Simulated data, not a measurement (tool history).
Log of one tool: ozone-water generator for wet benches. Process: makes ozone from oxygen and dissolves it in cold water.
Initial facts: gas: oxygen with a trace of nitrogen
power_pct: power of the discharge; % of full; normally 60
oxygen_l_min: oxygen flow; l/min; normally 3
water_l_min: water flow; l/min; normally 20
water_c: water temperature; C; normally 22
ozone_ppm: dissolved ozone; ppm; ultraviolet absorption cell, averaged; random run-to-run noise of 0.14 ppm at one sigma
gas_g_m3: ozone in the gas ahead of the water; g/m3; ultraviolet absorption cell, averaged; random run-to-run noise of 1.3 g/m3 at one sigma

run   hour  power_pct  oxygen_l_min  water_l_min  water_c  ozone_ppm  gas_g_m3
  1      0         60             3           20       22       16.3     229.6
  2   24.1         60             3           20       22       16.5     232.3
  3   54.6         60             3           20       22       16.3     230.4
  4   75.3         60          1.55           20       22       15.7     354.6
  5  104.5         60          1.55           20       22       15.6     353.2
  6  129.2         60          1.55           20       22       15.7     354.7
  7  152.9         60          1.55           20       22       15.7     353.4
  8  175.6         60             3           20       22       16.4     230.5
  9  202.8         60             3           20       22       16.4       228
 10  218.8         60             3           20       22       16.5     230.9
 11    242         60             3           20       22       16.3     230.4
 12  273.1         60             3           20       22       16.2     230.7
     276.2  -- water thermometer calibrated
 13  304.6         60             3           20       22       16.3     229.1
 14  328.8         60           3.3           14       22       22.5     215.5
 15  357.5         60          2.37           19       23       16.9     266.5
 16  387.4         45             3           20       17       13.8     185.6
     402.6  -- water thermometer calibrated, once more
 17    419         45             3           20       17       14.1     184.1
 18    434         70             3           20       27       17.3       258
 19    453         60          1.88           20       18       16.6     312.4
 20  468.6         74             3           20       17         20     268.5
 21  485.9         74             3           20       17       20.1     267.8
 22  498.9         74             3           20       17         20     267.9
 23  521.5         51          2.95           20       20       14.7     201.9
 24  543.5         57          2.59           17       26       17.4     242.5
 25    559         57          2.59           17       26       17.3     239.5
 26  571.8         46          4.52           25       19       10.9     142.1

Here are 5 independent what-if runs from the current tool condition. What would each one return?
  A  599.8         46          1.98           19       21          ?         ?
  B  599.8         98          2.57           31       22          ?         ?
  C  599.8         60          3.02           20       22          ?         ?
  D  599.8         46           2.5           16       14          ?         ?
  E  599.8         60          2.56           20       22          ?         ?

run  ozone_ppm  gas_g_m3
  A       14.1     246.5
  B       14.5     365.5
  C       16.5     226.5
  D       17.8     211.4
  E       16.2     254.4
Without the tool's hidden state the same runs would have given:
run  ozone_ppm  gas_g_m3
  A       14.7       251
  B       15.6     377.9
  C       17.4     231.9
  D       18.6     215.2
  E       17.1     260.4
